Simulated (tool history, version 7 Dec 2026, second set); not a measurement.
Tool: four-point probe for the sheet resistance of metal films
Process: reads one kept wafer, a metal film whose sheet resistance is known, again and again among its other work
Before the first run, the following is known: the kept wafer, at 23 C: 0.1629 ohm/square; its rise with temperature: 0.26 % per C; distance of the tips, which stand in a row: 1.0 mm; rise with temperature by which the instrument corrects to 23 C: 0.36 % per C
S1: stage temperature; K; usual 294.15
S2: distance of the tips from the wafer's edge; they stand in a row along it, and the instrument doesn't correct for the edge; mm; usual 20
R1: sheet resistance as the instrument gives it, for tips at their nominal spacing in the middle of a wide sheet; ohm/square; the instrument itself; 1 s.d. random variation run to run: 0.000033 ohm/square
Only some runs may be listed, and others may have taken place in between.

| run | hour | S1 | S2 | R1 |
|---|---|---|---|---|
| 1 | 0.0 | 294.15 | 20 | 0.163881 |
| 2 | 107.3 | 294.15 | 20 | 0.163912 |
| 3 | 225.4 | 294.15 | 20 | 0.163944 |
| 4 | 290.4 | 294.15 | 20 | 0.163918 |
| 5 | 360.4 | 294.15 | 20 | 0.164015 |
| 6 | 432.8 | 294.15 | 20 | 0.163977 |
| 7 | 558.1 | 294.15 | 20 | 0.164021 |
| 8 | 684.6 | 294.15 | 20 | 0.164098 |
| 9 | 744.5 | 298.15 | 20 | 0.163427 |
| 10 | 842.7 | 291.15 | 20 | 0.164633 |
|  | 871.6 | stage's thermometer calibrated |
| 11 | 903.6 | 291.15 | 20 | 0.164546 |
| 12 | 1007.3 | 291.15 | 20 | 0.164575 |
| 13 | 1097.2 | 291.15 | 20 | 0.164561 |
| 14 | 1199.5 | 291.15 | 20 | 0.164609 |
| 15 | 1296.7 | 291.15 | 20 | 0.164609 |
| 16 | 1376.1 | 291.15 | 20 | 0.164718 |
| 17 | 1492.7 | 291.15 | 20 | 0.164713 |
| 18 | 1552.6 | 291.15 | 20 | 0.164755 |
| 19 | 1617.1 | 291.15 | 20 | 0.164748 |
| 20 | 1678.4 | 291.15 | 20 | 0.164761 |
| 21 | 1807.8 | 291.15 | 20 | 0.164796 |
| 22 | 1914.3 | 291.15 | 20 | 0.164793 |
| 23 | 2021.7 | 306.15 | 7 | 0.163947 |
| 24 | 2152.5 | 298.15 | 31 | 0.163629 |
| 25 | 2241.8 | 305.15 | 5 | 0.165807 |
| 26 | 2352.1 | 305.15 | 5 | 0.165797 |
| 27 | 2416.9 | 300.15 | 9 | 0.164330 |
| 28 | 2481.5 | 291.15 | 10 | 0.165632 |
| 29 | 2597.6 | 295.15 | 22 | 0.164305 |
| 30 | 2725.0 | 295.15 | 22 | 0.164330 |
| 31 | 2812.5 | 299.15 | 8 | 0.164861 |
| 32 | 2906.1 | 301.15 | 12 | 0.163808 |
| 33 | 2997.9 | 300.15 | 38 | 0.163451 |
| 34 | 3055.5 | 300.15 | 38 | 0.163437 |
|  | 3065.8 | stage's thermometer calibrated |
| 35 | 3169.2 | 300.15 | 38 | 0.163409 |
| 36 | 3253.9 | 300.15 | 49 | 0.163424 |
| 37 | 3350.6 | 297.15 | 8 | 0.165243 |
| 38 | 3442.3 | 292.15 | 66 | 0.164784 |
| 39 | 3573.7 | 292.15 | 66 | 0.164858 |
| 40 | 3627.0 | 292.15 | 66 | 0.164783 |
| 41 | 3729.4 | 299.15 | 20 | 0.163852 |
| 42 | 3851.1 | 299.15 | 20 | 0.163887 |
| 43 | 3939.6 | 299.15 | 20 | 0.163891 |
| 44 | 4034.8 | 305.15 | 70 | 0.162831 |

Each row is a separate what-if for the run after 44, all from the same tool condition, not one after another. Results?
| A | 4155.9 | 305.15 | 14 | ? |
| B | 4155.9 | 308.15 | 18 | ? |
| C | 4155.9 | 293.15 | 54 | ? |
| D | 4155.9 | 302.15 | 20 | ? |

| run | R1 |
|---|---|
| A | 0.163279 |
| B | 0.162623 |
| C | 0.164831 |
| D | 0.163459 |
Had the tool no hidden state, the same runs would have come out as:
| run | R1 |
|---|---|
| A | 0.161926 |
| B | 0.161277 |
| C | 0.163464 |
| D | 0.162105 |
